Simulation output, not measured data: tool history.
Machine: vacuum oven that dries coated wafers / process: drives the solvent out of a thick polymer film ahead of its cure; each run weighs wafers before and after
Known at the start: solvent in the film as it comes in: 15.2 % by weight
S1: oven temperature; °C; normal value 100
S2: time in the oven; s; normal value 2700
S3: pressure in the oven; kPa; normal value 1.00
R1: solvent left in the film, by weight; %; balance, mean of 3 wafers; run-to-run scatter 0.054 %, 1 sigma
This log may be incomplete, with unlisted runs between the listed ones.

run	hour	S1	S2	S3	R1
1	0.0	100	2700	1.00	2.59
2	18.6	100	2700	1.00	2.47
3	39.6	100	2700	1.00	2.54
4	67.1	100	2700	1.00	2.51
5	90.2	100	2700	0.68	2.39
6	104.5	100	2700	0.68	2.42
7	118.8	100	2700	0.68	2.39
8	147.3	93	2700	1.00	4.73
9	170.7	93	2700	1.00	4.73
10	198.5	103	3420	3.57	2.70
11	215.1	108	2160	1.39	1.68
12	232.2	100	2700	1.69	2.95
13	257.5	100	2700	1.69	2.95
14	270.2	100	2700	1.69	3.01

Here are 4 independent what-if runs from the current tool condition. What would each one return?
A	296.8	90	4020	0.57	?
B	296.8	106	1620	2.25	?
C	296.8	100	2280	2.75	?
D	296.8	100	2700	1.74	?

run	R1
A	3.77
B	3.34
C	4.13
D	3.06
With the hidden condition removed and each run's random variation left untouched, the same runs would have given:
run	R1
A	3.09
B	2.80
C	3.52
D	2.51
